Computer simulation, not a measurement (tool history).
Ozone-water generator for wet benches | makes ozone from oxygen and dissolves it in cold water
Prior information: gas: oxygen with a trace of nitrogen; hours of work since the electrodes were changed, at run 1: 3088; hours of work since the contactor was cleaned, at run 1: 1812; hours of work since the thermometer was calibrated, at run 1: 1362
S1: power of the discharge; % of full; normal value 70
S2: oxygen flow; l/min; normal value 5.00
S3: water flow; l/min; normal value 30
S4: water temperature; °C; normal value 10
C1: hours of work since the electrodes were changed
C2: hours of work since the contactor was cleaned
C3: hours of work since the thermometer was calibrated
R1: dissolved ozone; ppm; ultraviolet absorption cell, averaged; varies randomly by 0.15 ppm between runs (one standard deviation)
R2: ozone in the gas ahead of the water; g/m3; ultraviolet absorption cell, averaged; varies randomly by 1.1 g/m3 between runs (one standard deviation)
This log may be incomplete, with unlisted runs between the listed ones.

| run | hour | S1 | S2 | S3 | S4 | C1 | C2 | C3 | R1 | R2 |
|---|---|---|---|---|---|---|---|---|---|---|
| 1 | 0.0 | 70 | 5.00 | 30 | 10 | 3088 | 1812 | 1362 | 16.9 | 167.3 |
| 2 | 70.1 | 70 | 5.00 | 24 | 10 | 3154 | 1878 | 1429 | 20.3 | 167.6 |
| 3 | 134.4 | 70 | 5.00 | 24 | 10 | 3215 | 1940 | 1490 | 20.8 | 164.9 |
| 4 | 274.9 | 70 | 5.00 | 24 | 10 | 3349 | 2073 | 1624 | 20.4 | 165.9 |
| 5 | 412.5 | 70 | 5.00 | 24 | 10 | 3480 | 2204 | 1754 | 20.1 | 164.8 |
| 6 | 480.5 | 70 | 5.00 | 24 | 10 | 3544 | 2268 | 1819 | 20.1 | 165.3 |
| 7 | 584.3 | 70 | 5.00 | 30 | 10 | 3643 | 2367 | 1918 | 16.4 | 165.9 |
| 8 | 735.9 | 70 | 5.00 | 30 | 10 | 3787 | 2511 | 2062 | 16.4 | 163.8 |
| 9 | 883.2 | 70 | 5.00 | 30 | 10 | 3927 | 2651 | 2202 | 16.0 | 164.4 |
| 10 | 989.1 | 70 | 3.23 | 30 | 10 | 4028 | 2752 | 2302 | 15.3 | 212.7 |
| 11 | 1059.3 | 70 | 3.23 | 30 | 10 | 4094 | 2818 | 2369 | 15.2 | 210.8 |
| 12 | 1178.6 | 70 | 3.23 | 30 | 10 | 4208 | 2932 | 2482 | 15.2 | 210.1 |
| 13 | 1300.4 | 70 | 5.00 | 32 | 9 | 4323 | 3048 | 2598 | 15.0 | 159.9 |
| 14 | 1426.1 | 70 | 5.00 | 32 | 9 | 4443 | 3167 | 2717 | 14.9 | 159.2 |
| 15 | 1565.2 | 70 | 5.00 | 32 | 9 | 4575 | 3299 | 2850 | 14.9 | 159.2 |
| 16 | 1669.4 | 66 | 5.00 | 30 | 6 | 4674 | 3398 | 2949 | 16.0 | 152.3 |
| 17 | 1750.8 | 85 | 4.58 | 20 | 10 | 4751 | 3475 | 3026 | 25.0 | 184.4 |
| 18 | 1828.0 | 57 | 7.22 | 37 | 9 | 4825 | 3549 | 3099 | 11.4 | 112.5 |
| 19 | 1947.6 | 70 | 5.00 | 28 | 17 | 4938 | 3663 | 3213 | 15.2 | 155.3 |
| 20 | 2074.8 | 70 | 5.00 | 28 | 17 | 5059 | 3783 | 3334 | 15.1 | 156.8 |
| 21 | 2190.3 | 70 | 5.00 | 30 | 7 | 5169 | 3893 | 3444 | 15.8 | 154.6 |

What will run 22 give?
| 22 | 2308.7 | 70 | 5.00 | 30 | 7 | 5282 | 4006 | 3556 | ? | ? |

R1: 15.7 ppm
R2: 153.8 g/m3
The same run, on a tool lacking any hidden state, would have yielded R1 19.6 ppm, R2 184.9 g/m3.
